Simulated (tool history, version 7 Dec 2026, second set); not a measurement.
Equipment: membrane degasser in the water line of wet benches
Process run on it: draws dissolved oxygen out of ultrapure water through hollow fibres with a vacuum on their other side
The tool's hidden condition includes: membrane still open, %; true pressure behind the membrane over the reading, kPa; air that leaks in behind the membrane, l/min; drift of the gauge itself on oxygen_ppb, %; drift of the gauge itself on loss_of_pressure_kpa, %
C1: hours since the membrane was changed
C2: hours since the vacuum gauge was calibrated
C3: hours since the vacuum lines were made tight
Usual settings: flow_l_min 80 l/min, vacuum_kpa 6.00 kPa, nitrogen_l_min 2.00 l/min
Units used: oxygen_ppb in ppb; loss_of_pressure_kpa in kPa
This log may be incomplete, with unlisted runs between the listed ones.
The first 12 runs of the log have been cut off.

{"run": 13, "hour": 723.2, "flow_l_min": 80, "vacuum_kpa": 6.0, "nitrogen_l_min": 2.0, "C1": 1234, "C2": 3320, "C3": 4491, "oxygen_ppb": 244.7, "loss_of_pressure_kpa": 25.28}
{"run": 14, "hour": 758.0, "flow_l_min": 80, "vacuum_kpa": 6.0, "nitrogen_l_min": 2.0, "C1": 1269, "C2": 3355, "C3": 4526, "oxygen_ppb": 249.5, "loss_of_pressure_kpa": 25.72}
{"run": 15, "hour": 827.2, "flow_l_min": 80, "vacuum_kpa": 3.82, "nitrogen_l_min": 2.0, "C1": 1338, "C2": 3424, "C3": 4595, "oxygen_ppb": 77.8, "loss_of_pressure_kpa": 25.29}
{"run": 16, "hour": 903.0, "flow_l_min": 95, "vacuum_kpa": 3.82, "nitrogen_l_min": 2.0, "C1": 1414, "C2": 3500, "C3": 4671, "oxygen_ppb": 89.8, "loss_of_pressure_kpa": 30.06}
{"run": 17, "hour": 952.8, "flow_l_min": 83, "vacuum_kpa": 10.66, "nitrogen_l_min": 1.56, "C1": 1464, "C2": 3550, "C3": 4721, "oxygen_ppb": 725.6, "loss_of_pressure_kpa": 26.21}
{"run": 18, "hour": 1014.0, "flow_l_min": 113, "vacuum_kpa": 3.87, "nitrogen_l_min": 2.0, "C1": 1525, "C2": 3611, "C3": 4782, "oxygen_ppb": 110.7, "loss_of_pressure_kpa": 35.9}
{"run": 19, "hour": 1084.4, "flow_l_min": 103, "vacuum_kpa": 10.71, "nitrogen_l_min": 0.88, "C1": 1596, "C2": 3681, "C3": 4852, "oxygen_ppb": 1222.1, "loss_of_pressure_kpa": 33.02}
{"run": 20, "hour": 1125.3, "flow_l_min": 80, "vacuum_kpa": 6.0, "nitrogen_l_min": 1.9, "C1": 1636, "C2": 3722, "C3": 4893, "oxygen_ppb": 257.4, "loss_of_pressure_kpa": 25.48}
{"run": 21, "hour": 1183.9, "flow_l_min": 65, "vacuum_kpa": 8.5, "nitrogen_l_min": 3.28, "C1": 1695, "C2": 3781, "C3": 4952, "oxygen_ppb": 246.4, "loss_of_pressure_kpa": 20.64}
{"run": 22, "hour": 1254.1, "flow_l_min": 65, "vacuum_kpa": 8.5, "nitrogen_l_min": 3.28, "C1": 1765, "C2": 3851, "C3": 5022, "oxygen_ppb": 242.0, "loss_of_pressure_kpa": 20.84}
{"run": 23, "hour": 1320.2, "flow_l_min": 106, "vacuum_kpa": 7.87, "nitrogen_l_min": 5.43, "C1": 1831, "C2": 3917, "C3": 5088, "oxygen_ppb": 222.2, "loss_of_pressure_kpa": 33.54}
{"run": 24, "hour": 1378.6, "flow_l_min": 61, "vacuum_kpa": 11.62, "nitrogen_l_min": 2.0, "C1": 1890, "C2": 3975, "C3": 5146, "oxygen_ppb": 532.2, "loss_of_pressure_kpa": 19.6}
{"run": 25, "hour": 1439.0, "flow_l_min": 54, "vacuum_kpa": 14.21, "nitrogen_l_min": 1.69, "C1": 1950, "C2": 4036, "C3": 5207, "oxygen_ppb": 707.6, "loss_of_pressure_kpa": 17.02}
{"run": 26, "hour": 1478.6, "flow_l_min": 54, "vacuum_kpa": 4.91, "nitrogen_l_min": 0.86, "C1": 1990, "C2": 4075, "C3": 5246, "oxygen_ppb": 232.0, "loss_of_pressure_kpa": 17.3}
{"run": 27, "hour": 1545.3, "flow_l_min": 53, "vacuum_kpa": 4.91, "nitrogen_l_min": 2.37, "C1": 2056, "C2": 4142, "C3": 5313, "oxygen_ppb": 103.9, "loss_of_pressure_kpa": 16.77}
{"run": 28, "hour": 1587.5, "flow_l_min": 53, "vacuum_kpa": 9.37, "nitrogen_l_min": 5.75, "C1": 2099, "C2": 4184, "C3": 5355, "oxygen_ppb": 141.8, "loss_of_pressure_kpa": 16.73}
{"run": 29, "hour": 1621.7, "flow_l_min": 65, "vacuum_kpa": 6.54, "nitrogen_l_min": 2.0, "C1": 2133, "C2": 4218, "C3": 5389, "oxygen_ppb": 249.3, "loss_of_pressure_kpa": 20.65}
{"run": 30, "hour": 1666.2, "flow_l_min": 52, "vacuum_kpa": 6.0, "nitrogen_l_min": 2.3, "C1": 2177, "C2": 4263, "C3": 5434, "oxygen_ppb": 158.2, "loss_of_pressure_kpa": 16.4}
{"run": 31, "hour": 1732.5, "flow_l_min": 80, "vacuum_kpa": 10.96, "nitrogen_l_min": 2.0, "C1": 2244, "C2": 4329, "C3": 5500, "oxygen_ppb": 628.2, "loss_of_pressure_kpa": 25.62}
{"run": 32, "hour": 1778.5, "flow_l_min": 80, "vacuum_kpa": 10.96, "nitrogen_l_min": 2.0, "C1": 2290, "C2": 4375, "C3": 5546, "oxygen_ppb": 610.2, "loss_of_pressure_kpa": 25.39}

Here are 4 independent what-if runs from the current tool condition. What would each one return?
{"run": "A", "hour": 1815.0, "flow_l_min": 91, "vacuum_kpa": 4.34, "nitrogen_l_min": 2.0, "C1": 2326, "C2": 4412, "C3": 5583, "oxygen_ppb": "?", "loss_of_pressure_kpa": "?"}
{"run": "B", "hour": 1815.0, "flow_l_min": 58, "vacuum_kpa": 6.0, "nitrogen_l_min": 2.0, "C1": 2326, "C2": 4412, "C3": 5583, "oxygen_ppb": "?", "loss_of_pressure_kpa": "?"}
{"run": "C", "hour": 1815.0, "flow_l_min": 80, "vacuum_kpa": 4.14, "nitrogen_l_min": 2.0, "C1": 2326, "C2": 4412, "C3": 5583, "oxygen_ppb": "?", "loss_of_pressure_kpa": "?"}
{"run": "D", "hour": 1815.0, "flow_l_min": 62, "vacuum_kpa": 6.0, "nitrogen_l_min": 2.0, "C1": 2326, "C2": 4412, "C3": 5583, "oxygen_ppb": "?", "loss_of_pressure_kpa": "?"}

run=A oxygen_ppb=139.6 loss_of_pressure_kpa=29.18
run=B oxygen_ppb=197.2 loss_of_pressure_kpa=18.47
run=C oxygen_ppb=110.9 loss_of_pressure_kpa=25.46
run=D oxygen_ppb=203.3 loss_of_pressure_kpa=19.51
Stripped of hidden state, with their random variation kept, the same runs would have yielded:
run=A oxygen_ppb=103.0 loss_of_pressure_kpa=28.59
run=B oxygen_ppb=171.7 loss_of_pressure_kpa=18.10
run=C oxygen_ppb=77.1 loss_of_pressure_kpa=24.94
run=D oxygen_ppb=177.1 loss_of_pressure_kpa=19.11
